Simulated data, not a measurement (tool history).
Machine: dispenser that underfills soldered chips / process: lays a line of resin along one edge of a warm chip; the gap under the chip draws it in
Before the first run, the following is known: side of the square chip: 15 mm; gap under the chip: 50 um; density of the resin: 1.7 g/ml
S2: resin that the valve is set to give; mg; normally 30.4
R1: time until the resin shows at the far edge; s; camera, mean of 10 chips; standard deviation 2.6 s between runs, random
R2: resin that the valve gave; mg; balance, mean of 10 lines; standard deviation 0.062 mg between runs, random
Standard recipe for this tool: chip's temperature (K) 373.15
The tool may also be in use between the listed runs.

run 1 hour=0.0 | chip's_temperature_(K)=373.15 S2=30.4 | R1=268.5 R2=29.33
run 2 hour=4.5 | chip's_temperature_(K)=380.15 S2=30.4 | R1=267.6 R2=29.26
-- hour=5.3 new syringe of resin
-- hour=7.6 dispensing valve cleaned and set on the balance
run 3 hour=11.9 | chip's_temperature_(K)=373.15 S2=30.4 | R1=328.9 R2=30.30
-- hour=13.3 new syringe of resin
run 4 hour=16.9 | chip's_temperature_(K)=373.15 S2=28.8 | R1=298.5 R2=28.63
-- hour=20.5 new syringe of resin
run 5 hour=21.6 | chip's_temperature_(K)=373.15 S2=30.4 | R1=257.4 R2=29.99
run 6 hour=25.2 | chip's_temperature_(K)=358.15 S2=30.4 | R1=586.1 R2=29.98
-- hour=27.7 new syringe of resin
run 7 hour=30.3 | chip's_temperature_(K)=358.15 S2=30.4 | R1=513.4 R2=29.96
run 8 hour=32.8 | chip's_temperature_(K)=358.15 S2=30.8 | R1=596.8 R2=30.42
-- hour=35.0 new syringe of resin
run 9 hour=37.0 | chip's_temperature_(K)=373.15 S2=27.5 | R1=279.6 R2=27.01
run 10 hour=39.5 | chip's_temperature_(K)=373.15 S2=35.3 | R1=318.6 R2=34.59
-- hour=42.2 new syringe of resin
run 11 hour=44.1 | chip's_temperature_(K)=373.15 S2=35.3 | R1=265.1 R2=34.48
-- hour=49.3 new syringe of resin
run 12 hour=50.4 | chip's_temperature_(K)=373.15 S2=35.3 | R1=253.4 R2=34.52
run 13 hour=53.8 | chip's_temperature_(K)=373.15 S2=26.4 | R1=325.1 R2=25.71
-- hour=56.4 new syringe of resin
run 14 hour=57.9 | chip's_temperature_(K)=373.15 S2=30.4 | R1=264.0 R2=29.56
run 15 hour=62.0 | chip's_temperature_(K)=373.15 S2=30.4 | R1=333.4 R2=29.55
-- hour=63.5 new syringe of resin
run 16 hour=65.6 | chip's_temperature_(K)=368.15 S2=38.6 | R1=322.1 R2=37.36
-- hour=70.4 new syringe of resin
run 17 hour=70.4 | chip's_temperature_(K)=366.15 S2=29.5 | R1=312.4 R2=28.62
run 18 hour=76.6 | chip's_temperature_(K)=366.15 S2=29.5 | R1=450.4 R2=28.43
-- hour=77.4 new syringe of resin
-- hour=82.5 dispensing valve cleaned and set on the balance
run 19 hour=82.5 | chip's_temperature_(K)=372.15 S2=30.4 | R1=312.3 R2=30.40
-- hour=85.6 new syringe of resin
run 20 hour=88.7 | chip's_temperature_(K)=372.15 S2=30.4 | R1=296.5 R2=30.37
-- hour=92.6 new syringe of resin
run 21 hour=94.3 | chip's_temperature_(K)=372.15 S2=30.4 | R1=271.8 R2=30.26
run 22 hour=98.9 | chip's_temperature_(K)=366.15 S2=34.7 | R1=442.4 R2=34.37
-- hour=99.6 new syringe of resin
run 23 hour=103.3 | chip's_temperature_(K)=368.15 S2=31.2 | R1=362.0 R2=30.90
-- hour=106.6 new syringe of resin
run 24 hour=106.9 | chip's_temperature_(K)=368.15 S2=31.2 | R1=295.4 R2=30.89
run 25 hour=111.0 | chip's_temperature_(K)=380.15 S2=38.2 | R1=235.2 R2=37.64
-- hour=113.8 new syringe of resin
run 26 hour=117.0 | chip's_temperature_(K)=380.15 S2=37.9 | R1=215.7 R2=37.30
-- hour=121.0 new syringe of resin
run 27 hour=121.6 | chip's_temperature_(K)=380.15 S2=37.9 | R1=185.5 R2=37.22
run 28 hour=124.3 | chip's_temperature_(K)=361.15 S2=30.4 | R1=460.9 R2=29.75
-- hour=128.3 new syringe of resin
run 29 hour=129.5 | chip's_temperature_(K)=361.15 S2=30.2 | R1=404.8 R2=29.54
-- hour=135.5 new syringe of resin
run 30 hour=135.6 | chip's_temperature_(K)=361.15 S2=30.2 | R1=390.8 R2=29.31

4 ways to go on from here, each from the tool as it stands after run 30. What would each give?
run A hour=140.9 | chip's_temperature_(K)=373.15 S2=32.5 | R1=? R2=?
run B hour=140.9 | chip's_temperature_(K)=372.15 S2=30.5 | R1=? R2=?
run C hour=140.9 | chip's_temperature_(K)=367.15 S2=36.3 | R1=? R2=?
run D hour=140.9 | chip's_temperature_(K)=380.15 S2=35.9 | R1=? R2=?

run=A R1=332.0 R2=31.61
run=B R1=344.1 R2=29.58
run=C R1=418.6 R2=35.18
run=D R1=249.3 R2=34.70
Stripped of hidden state, with their random variation kept, the same runs would have yielded:
run=A R1=253.4 R2=32.60
run=B R1=262.4 R2=30.51
run=C R1=320.5 R2=36.28
run=D R1=190.0 R2=35.78

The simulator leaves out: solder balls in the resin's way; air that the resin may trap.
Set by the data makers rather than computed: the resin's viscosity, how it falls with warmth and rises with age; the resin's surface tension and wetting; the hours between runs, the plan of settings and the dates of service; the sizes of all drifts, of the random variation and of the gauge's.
